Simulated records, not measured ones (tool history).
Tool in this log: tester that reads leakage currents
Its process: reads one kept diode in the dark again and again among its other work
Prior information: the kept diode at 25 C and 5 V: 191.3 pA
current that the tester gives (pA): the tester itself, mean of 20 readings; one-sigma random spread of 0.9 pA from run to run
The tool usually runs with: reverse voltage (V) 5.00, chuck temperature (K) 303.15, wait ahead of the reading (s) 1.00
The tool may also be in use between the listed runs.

run,hour,reverse voltage (V),chuck temperature (K),wait ahead of the reading (s),current that the tester gives (pA)
1,0.0,5.00,303.15,1.00,299.36
2,169.1,5.00,303.15,1.00,298.04
3,340.1,5.00,303.15,1.00,300.63
4,500.1,5.00,303.15,1.00,300.30
5,694.9,5.00,296.15,1.00,160.30
6,905.1,5.00,296.15,1.00,160.03
7,1070.7,5.00,303.15,1.22,300.57
8,1239.4,5.00,297.15,1.00,176.07
9,1385.1,5.00,303.15,1.86,299.97
10,1553.5,5.00,303.15,1.86,300.32
# hour 1681.1: chuck's temperature calibrated
11,1754.8,5.00,303.15,1.86,299.79
12,1925.4,5.00,303.15,4.38,299.10
13,2079.6,5.00,303.15,4.38,301.04
14,2270.6,5.00,303.15,4.38,301.24
15,2366.4,5.00,303.15,4.38,297.74
16,2512.3,7.65,321.15,0.62,1633.41
17,2710.0,7.65,321.15,0.62,1635.89
18,2811.9,2.32,319.15,0.76,789.29
19,3050.1,8.52,312.15,0.76,837.51
# hour 3262.6: tester calibrated
20,3274.3,5.00,324.15,0.73,1688.41
21,3387.4,5.00,324.15,0.73,1683.29
22,3617.6,3.27,298.15,9.07,156.48
23,3823.5,3.27,298.15,9.07,156.95
24,4015.9,1.84,302.15,1.01,171.15
25,4183.5,5.57,303.15,4.36,316.90
26,4306.5,8.47,296.15,1.08,206.98
# hour 4352.2: probe card cleaned and baked
27,4530.2,1.51,296.15,1.08,90.37
28,4702.2,2.17,329.15,6.80,1650.88
# hour 4811.2: chuck's temperature calibrated
29,4879.1,1.21,305.15,0.66,181.59

Predict each of these 4 candidate next runs independently; none follows another, all start after run 29:
A,5089.6,7.39,306.15,0.66,?
B,5089.6,1.21,305.15,0.43,?
C,5089.6,6.74,311.15,0.66,?
D,5089.6,1.21,305.15,5.75,?

run,current that the tester gives (pA)
A,467.30
B,181.69
C,687.43
D,181.06
With the hidden condition removed and each run's random variation left untouched, the same runs would have given:
run,current that the tester gives (pA)
A,467.34
B,181.71
C,687.50
D,181.08
